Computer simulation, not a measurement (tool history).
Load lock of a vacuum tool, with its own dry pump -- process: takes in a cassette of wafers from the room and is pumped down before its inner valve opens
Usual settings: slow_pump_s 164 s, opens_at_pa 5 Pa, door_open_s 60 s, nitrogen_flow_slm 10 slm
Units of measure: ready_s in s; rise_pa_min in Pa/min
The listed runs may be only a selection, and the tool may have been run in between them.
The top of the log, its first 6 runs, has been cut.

run     hour  slow_pump_s  opens_at_pa  door_open_s  nitrogen_flow_slm  hours that the pump has run since its overhaul  times that the door has closed on its seal  incoming humidity of the room's air, %  ready_s  rise_pa_min
  7   2327.4          164            5           32                 10                                           10501                                       52461                                    48.4      247         0.58
  8   2557.3          164            5           32                 10                                           10731                                       53610                                    42.3    245.5         0.59
  9   2832.8          164            5           32                 10                                           11006                                       54986                                    44.8      246        0.613
 10   3082.6          164            5           32                 10                                           11256                                       56234                                    44.1    245.4        0.637
      3117.2  -- dry pump taken out, an overhauled one fitted
      3402.4  -- door's seal changed, seat wiped
 11   3568.9          164            5           32                 10                                             450                                         832                                    44.3    227.3        0.035
 12   3916.7          164            5          136                 10                                             798                                        2570                                    43.4    226.4        0.066
 13   4171.6          256            5           60                 10                                            1053                                        3843                                    45.4    310.1        0.062
 14   4477.9          256            5           60                 10                                            1359                                        5374                                    45.8    309.4        0.064
 15   4685.6          256            5           60                 10                                            1567                                        6411                                    43.9    307.4        0.067
 16   4961.5          164            5           60                 10                                            1843                                        7789                                    45.2    228.5        0.075
 17     5189           86            6           67                 25                                            2070                                        8926                                    43.6    159.4        0.068
 18   5614.6           86            4           67                 21                                            2496                                       11052                                    44.4    165.7        0.089
 19   5939.6           86           10          163                 38                                            2821                                       12676                                    46.5    157.1        0.098
 20   6281.1          166           10          163                 38                                            3162                                       14382                                    45.8    228.2        0.108
 21   6587.9          138           10          163                 38                                            3469                                       15915                                    48.5    202.3        0.125
 22   7072.5          138           10          163                 38                                            3954                                       18335                                    48.4    204.4        0.134
 23   7298.8          138           10          163                  8                                            4180                                       19466                                    40.5    205.1        0.165
 24   7705.6          138           10          163                  8                                            4587                                       21499                                    45.5      205        0.185
 25   7921.9          138           10          163                  8                                            4803                                       22579                                    44.8    205.1        0.199
 26   8280.8          182           10          173                  8                                            5162                                       24372                                    42.8    244.8        0.207
 27     8762          182           10          173                  8                                            5643                                       26776                                    47.8    245.8        0.243
 28   9270.9          105            5          137                 10                                            6152                                       29318                                    45.4    187.8        0.253
 29   9592.5          164            5           47                 10                                            6474                                       30925                                    44.9    236.9        0.259
 30   9837.7          198            5           47                 10                                            6719                                       32150                                    44.5    266.3        0.263
 31  10162.5          164            5           72                 10                                            7044                                       33773                                    44.4    238.5        0.285

Here are 3 independent what-if runs from the current tool condition. What would each one return?
  A  10410.9          164            5          176                  6                                            7292                                       35014                                    48.3        ?            ?
  B  10410.9          164            4           72                 10                                            7292                                       35014                                    46.5        ?            ?
  C  10410.9          164            5           60                 17                                            7292                                       35014                                    43.6        ?            ?

run  ready_s  rise_pa_min
  A    239.4        0.337
  B    239.6        0.319
  C    237.1          0.3
With the hidden condition removed and each run's random variation left untouched, the same runs would have given:
run  ready_s  rise_pa_min
  A    228.2        0.072
  B    228.1        0.051
  C      226         0.03
